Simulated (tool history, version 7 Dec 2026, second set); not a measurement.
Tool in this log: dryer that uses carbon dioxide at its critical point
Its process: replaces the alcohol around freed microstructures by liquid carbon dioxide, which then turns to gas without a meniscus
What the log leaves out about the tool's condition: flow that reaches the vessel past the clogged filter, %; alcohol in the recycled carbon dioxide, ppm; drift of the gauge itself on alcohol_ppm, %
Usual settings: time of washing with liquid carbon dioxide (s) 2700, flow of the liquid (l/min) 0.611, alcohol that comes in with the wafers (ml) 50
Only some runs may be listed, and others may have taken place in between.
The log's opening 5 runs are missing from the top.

| run | hour | time of washing with liquid carbon dioxide (s) | flow of the liquid (l/min) | alcohol that comes in with the wafers (ml) | hours of work since the filter was changed | hours of work since the purifier's bed was changed | alcohol left in the vessel before it's heated (ppm by volume) |
|---|---|---|---|---|---|---|---|
| 6 | 169.9 | 2700 | 0.878 | 50 | 39 | 186 | 61 |
| 7 | 205 | 2700 | 0.878 | 50 | 60 | 207 | 71 |
| 8 | 236.1 | 2700 | 0.767 | 50 | 79 | 226 | 97 |
| 9 | 256.2 | 2700 | 0.611 | 50 | 91 | 238 | 174 |
| 10 | 293.1 | 2700 | 0.611 | 50 | 113 | 260 | 175 |
| 11 | 317.8 | 2700 | 0.611 | 50 | 128 | 275 | 180 |
| 12 | 340.1 | 2700 | 0.611 | 50 | 141 | 288 | 208 |
| 13 | 371 | 2700 | 0.825 | 50 | 160 | 307 | 113 |
| 14 | 392 | 2700 | 0.825 | 50 | 172 | 319 | 118 |
| 15 | 413.5 | 2700 | 0.825 | 50 | 185 | 332 | 119 |
|  | 450.4 | inlet filter changed |
| 16 | 453.4 | 2700 | 0.825 | 50 | 2 | 355 | 119 |
| 17 | 495.4 | 2700 | 0.825 | 50 | 27 | 381 | 122 |
| 18 | 538.6 | 2700 | 0.611 | 50 | 53 | 407 | 210 |
| 19 | 576.1 | 2700 | 0.611 | 50 | 75 | 429 | 215 |
| 20 | 606.7 | 2820 | 0.611 | 50 | 94 | 447 | 204 |
| 21 | 647.8 | 2820 | 0.611 | 40 | 118 | 472 | 208 |
| 22 | 683.1 | 2820 | 0.693 | 74 | 139 | 493 | 215 |
| 23 | 708.1 | 2700 | 0.611 | 25 | 154 | 508 | 208 |
| 24 | 752.7 | 2700 | 0.969 | 39 | 181 | 535 | 152 |
| 25 | 782 | 2700 | 0.969 | 39 | 199 | 552 | 154 |
|  | 795.8 | inlet filter changed |
| 26 | 811.7 | 2700 | 0.969 | 39 | 10 | 570 | 157 |
| 27 | 838.6 | 2280 | 0.815 | 30 | 26 | 586 | 171 |
| 28 | 860.9 | 2880 | 0.91 | 30 | 39 | 599 | 171 |

What will run 29 give?
| 29 | 881.7 | 2880 | 0.392 | 30 | 52 | 612 | ? |

Run 29 yielded alcohol left in the vessel before it's heated (ppm by volume) 438.
On a tool with no hidden condition, and with the same random variation, this run would have come out at alcohol left in the vessel before it's heated (ppm by volume) 239.

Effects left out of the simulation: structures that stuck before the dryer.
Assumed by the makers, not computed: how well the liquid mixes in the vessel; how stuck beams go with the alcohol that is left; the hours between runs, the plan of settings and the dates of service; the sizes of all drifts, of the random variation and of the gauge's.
